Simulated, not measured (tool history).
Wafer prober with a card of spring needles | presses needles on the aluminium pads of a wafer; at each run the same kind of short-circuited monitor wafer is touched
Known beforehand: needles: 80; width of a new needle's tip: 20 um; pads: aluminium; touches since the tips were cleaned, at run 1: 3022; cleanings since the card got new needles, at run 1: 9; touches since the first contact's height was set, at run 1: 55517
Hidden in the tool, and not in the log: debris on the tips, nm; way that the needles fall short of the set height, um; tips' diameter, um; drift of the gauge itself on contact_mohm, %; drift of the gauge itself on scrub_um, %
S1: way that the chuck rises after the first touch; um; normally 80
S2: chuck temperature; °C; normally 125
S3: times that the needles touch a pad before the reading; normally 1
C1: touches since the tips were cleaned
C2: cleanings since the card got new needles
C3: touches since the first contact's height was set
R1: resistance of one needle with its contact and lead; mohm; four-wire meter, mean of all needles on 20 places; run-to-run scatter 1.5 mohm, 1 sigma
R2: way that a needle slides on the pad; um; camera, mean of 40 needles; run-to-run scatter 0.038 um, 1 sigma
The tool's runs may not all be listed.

run 1 hour=0 | S1=80 S2=125 S3=1 | C1=3022 C2=9 C3=55517 | R1=211 R2=11.48
-- hour=7.4 tips cleaned on abrasive film
run 2 hour=14.7 | S1=80 S2=125 S3=1 | C1=2002 C2=10 C3=59507 | R1=188 R2=11.41
-- hour=25.4 tips cleaned on abrasive film
run 3 hour=29.6 | S1=80 S2=125 S3=1 | C1=1153 C2=11 C3=63555 | R1=166 R2=11.37
run 4 hour=39.5 | S1=80 S2=125 S3=1 | C1=3840 C2=11 C3=66242 | R1=218 R2=11.39
-- hour=43.2 tips cleaned on abrasive film
run 5 hour=58 | S1=80 S2=125 S3=1 | C1=4065 C2=12 C3=71289 | R1=225 R2=11.3
-- hour=61.6 tips cleaned on abrasive film
run 6 hour=68.9 | S1=80 S2=125 S3=1 | C1=1987 C2=13 C3=74225 | R1=186 R2=11.36
-- hour=80.5 tips cleaned on abrasive film
run 7 hour=86.4 | S1=80 S2=125 S3=1 | C1=1623 C2=14 C3=78991 | R1=182 R2=11.36
-- hour=98.9 tips cleaned on abrasive film
run 8 hour=100.9 | S1=95 S2=125 S3=1 | C1=552 C2=15 C3=82909 | R1=143 R2=13.42
run 9 hour=115 | S1=80 S2=121 S3=1 | C1=4418 C2=15 C3=86775 | R1=230 R2=11.29
-- hour=117.4 tips cleaned on abrasive film
run 10 hour=131.1 | S1=80 S2=121 S3=1 | C1=3737 C2=16 C3=91141 | R1=220 R2=11.25
-- hour=136.2 tips cleaned on abrasive film
run 11 hour=142.5 | S1=80 S2=121 S3=1 | C1=1712 C2=17 C3=94207 | R1=183 R2=11.33
run 12 hour=150.8 | S1=80 S2=121 S3=1 | C1=3986 C2=17 C3=96481 | R1=222 R2=11.29
-- hour=155.2 tips cleaned on abrasive film
run 13 hour=169.5 | S1=80 S2=121 S3=1 | C1=3921 C2=18 C3=101570 | R1=224 R2=11.25
-- hour=172.9 tips cleaned on abrasive film
run 14 hour=185.5 | S1=80 S2=99 S3=1 | C1=3419 C2=19 C3=105897 | R1=219 R2=11.2
-- hour=190.7 tips cleaned on abrasive film
run 15 hour=204.1 | S1=79 S2=44 S3=1 | C1=3654 C2=20 C3=110960 | R1=225 R2=11.11
-- hour=209.8 tips cleaned on abrasive film
run 16 hour=219.3 | S1=64 S2=32 S3=2 | C1=2570 C2=21 C3=115075 | R1=197 R2=8.92
-- hour=228 tips cleaned on abrasive film
run 17 hour=230.8 | S1=64 S2=32 S3=2 | C1=762 C2=22 C3=118201 | R1=153 R2=8.89
-- hour=246.5 tips cleaned on abrasive film
run 18 hour=249.6 | S1=64 S2=32 S3=2 | C1=828 C2=23 C3=123296 | R1=163 R2=8.87
-- hour=264.4 tips cleaned on abrasive film
run 19 hour=264.9 | S1=64 S2=32 S3=2 | C1=140 C2=24 C3=127465 | R1=136 R2=8.84
run 20 hour=277.8 | S1=80 S2=30 S3=2 | C1=3662 C2=24 C3=130987 | R1=181 R2=11.21
-- hour=283.3 tips cleaned on abrasive film
run 21 hour=291 | S1=70 S2=26 S3=2 | C1=2096 C2=25 C3=134559 | R1=178 R2=9.73

Consider 4 possible next runs. They are alternatives, not a sequence: every one starts from the tool as it was left by run 21. What does each give?
-- hour=301.1 tips cleaned on abrasive film
run A hour=309.5 | S1=77 S2=87 S3=2 | C1=2284 C2=26 C3=139575 | R1=? R2=?
-- hour=301.1 tips cleaned on abrasive film
run B hour=309.5 | S1=74 S2=83 S3=1 | C1=2284 C2=26 C3=139575 | R1=? R2=?
-- hour=301.1 tips cleaned on abrasive film
run C hour=309.5 | S1=80 S2=105 S3=2 | C1=2284 C2=26 C3=139575 | R1=? R2=?
-- hour=301.1 tips cleaned on abrasive film
run D hour=309.5 | S1=70 S2=88 S3=2 | C1=2284 C2=26 C3=139575 | R1=? R2=?

run=A R1=177 R2=10.72
run=B R1=209 R2=10.35
run=C R1=172 R2=11.13
run=D R1=184 R2=9.66
What these runs would have given with no unlogged condition in the tool:
run=A R1=130 R2=11.13
run=B R1=127 R2=10.75
run=C R1=130 R2=11.54
run=D R1=129 R2=10.06
